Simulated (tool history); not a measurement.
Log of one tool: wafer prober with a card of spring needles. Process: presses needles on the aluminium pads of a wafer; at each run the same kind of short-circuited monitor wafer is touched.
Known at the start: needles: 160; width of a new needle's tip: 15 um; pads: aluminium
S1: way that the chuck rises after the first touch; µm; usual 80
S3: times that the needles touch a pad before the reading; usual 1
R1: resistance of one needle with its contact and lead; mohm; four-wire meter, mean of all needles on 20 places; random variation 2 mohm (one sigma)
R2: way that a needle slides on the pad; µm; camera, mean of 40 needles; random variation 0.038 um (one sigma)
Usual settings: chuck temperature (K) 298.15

{"run": 1, "hour": 0.0, "S1": 80, "chuck temperature (K)": 298.15, "S3": 1, "R1": 224, "R2": 10.02}
{"hour": 23.6, "done": "tips cleaned on abrasive film"}
{"run": 2, "hour": 23.6, "S1": 80, "chuck temperature (K)": 298.15, "S3": 1, "R1": 221, "R2": 10.0}
{"hour": 47.2, "done": "tips cleaned on abrasive film"}
{"run": 3, "hour": 51.6, "S1": 80, "chuck temperature (K)": 298.15, "S3": 1, "R1": 222, "R2": 9.97}
{"hour": 70.1, "done": "tips cleaned on abrasive film"}
{"hour": 92.9, "done": "tips cleaned on abrasive film"}
{"run": 4, "hour": 92.9, "S1": 80, "chuck temperature (K)": 298.15, "S3": 1, "R1": 224, "R2": 9.92}
{"hour": 115.1, "done": "tips cleaned on abrasive film"}
{"run": 5, "hour": 130.4, "S1": 80, "chuck temperature (K)": 298.15, "S3": 1, "R1": 225, "R2": 9.95}
{"hour": 137.5, "done": "tips cleaned on abrasive film"}
{"run": 6, "hour": 152.9, "S1": 67, "chuck temperature (K)": 305.15, "S3": 2, "R1": 227, "R2": 8.35}
{"hour": 159.6, "done": "tips cleaned on abrasive film"}
{"run": 7, "hour": 178.0, "S1": 67, "chuck temperature (K)": 305.15, "S3": 2, "R1": 226, "R2": 8.34}
{"hour": 181.2, "done": "tips cleaned on abrasive film"}
{"hour": 204.7, "done": "tips cleaned on abrasive film"}
{"run": 8, "hour": 204.7, "S1": 67, "chuck temperature (K)": 309.15, "S3": 1, "R1": 226, "R2": 8.25}
{"hour": 229.6, "done": "tips cleaned on abrasive film"}
{"run": 9, "hour": 229.6, "S1": 67, "chuck temperature (K)": 309.15, "S3": 1, "R1": 228, "R2": 8.33}
{"hour": 253.3, "done": "tips cleaned on abrasive film"}
{"run": 10, "hour": 253.6, "S1": 67, "chuck temperature (K)": 360.15, "S3": 1, "R1": 240, "R2": 8.28}

Forecast each of these 4 alternatives for the next run:
{"hour": 276.4, "done": "tips cleaned on abrasive film"}
{"run": "A", "hour": 276.9, "S1": 95, "chuck temperature (K)": 298.15, "S3": 1, "R1": "?", "R2": "?"}
{"hour": 276.4, "done": "tips cleaned on abrasive film"}
{"run": "B", "hour": 276.9, "S1": 80, "chuck temperature (K)": 309.15, "S3": 1, "R1": "?", "R2": "?"}
{"hour": 276.4, "done": "tips cleaned on abrasive film"}
{"run": "C", "hour": 276.9, "S1": 90, "chuck temperature (K)": 360.15, "S3": 2, "R1": "?", "R2": "?"}
{"hour": 276.4, "done": "tips cleaned on abrasive film"}
{"run": "D", "hour": 276.9, "S1": 80, "chuck temperature (K)": 321.15, "S3": 1, "R1": "?", "R2": "?"}

run=A R1=216 R2=11.63
run=B R1=225 R2=9.84
run=C R1=239 R2=11.05
run=D R1=227 R2=9.88
Without the tool's hidden state the same runs would have given:
run=A R1=216 R2=11.82
run=B R1=224 R2=10.00
run=C R1=238 R2=11.23
run=D R1=227 R2=10.04
